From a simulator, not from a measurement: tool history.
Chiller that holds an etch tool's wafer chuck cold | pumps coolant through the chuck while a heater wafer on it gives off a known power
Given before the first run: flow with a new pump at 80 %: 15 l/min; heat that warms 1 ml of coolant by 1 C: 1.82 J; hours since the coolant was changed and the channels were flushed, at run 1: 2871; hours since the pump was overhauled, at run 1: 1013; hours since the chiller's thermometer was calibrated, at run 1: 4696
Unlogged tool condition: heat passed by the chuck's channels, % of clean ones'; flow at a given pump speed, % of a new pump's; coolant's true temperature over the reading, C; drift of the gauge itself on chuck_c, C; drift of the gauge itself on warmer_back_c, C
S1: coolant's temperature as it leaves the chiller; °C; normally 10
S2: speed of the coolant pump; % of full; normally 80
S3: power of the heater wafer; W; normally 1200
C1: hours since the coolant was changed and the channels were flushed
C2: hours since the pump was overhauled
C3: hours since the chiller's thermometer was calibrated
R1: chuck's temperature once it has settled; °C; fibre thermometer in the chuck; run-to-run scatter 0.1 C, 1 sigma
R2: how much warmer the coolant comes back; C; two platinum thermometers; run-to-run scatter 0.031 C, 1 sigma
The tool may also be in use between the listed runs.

run,hour,S1,S2,S3,C1,C2,C3,R1,R2
1,0.0,10,80,1200,2871,1013,4696,18.6,2.68
2,29.0,10,80,1200,2900,1042,4725,18.2,2.77
3,66.5,10,80,1200,2938,1079,4762,18.3,2.71
4,112.4,10,80,1414,2984,1125,4808,19.8,3.19
5,136.4,10,80,1200,3008,1149,4832,18.4,2.74
6,164.1,10,80,1200,3035,1177,4860,18.4,2.76
7,192.8,10,80,1200,3064,1206,4889,18.4,2.74
8,220.8,10,80,1200,3092,1234,4917,18.3,2.75
9,261.3,10,80,1200,3133,1274,4957,18.5,2.76
10,284.1,10,80,1200,3155,1297,4980,18.4,2.73
11,322.9,3,80,1200,3194,1336,5019,11.4,2.75
12,348.6,3,80,1200,3220,1361,5044,11.4,2.78
13,388.5,5,80,991,3260,1401,5084,11.7,2.27
14,429.0,5,80,991,3300,1442,5125,11.8,2.25
15,452.6,20,71,1689,3324,1465,5148,33.4,4.45

For run 16, what comes out?
16,498.9,16,70,1118,3370,1512,5195,?,?

{"run 16": {"R1": 25.0, "R2": 2.96}}
With the hidden condition absent and the run-to-run variation left alone, this run would have shown R1 24.6 °C, R2 2.84 C.

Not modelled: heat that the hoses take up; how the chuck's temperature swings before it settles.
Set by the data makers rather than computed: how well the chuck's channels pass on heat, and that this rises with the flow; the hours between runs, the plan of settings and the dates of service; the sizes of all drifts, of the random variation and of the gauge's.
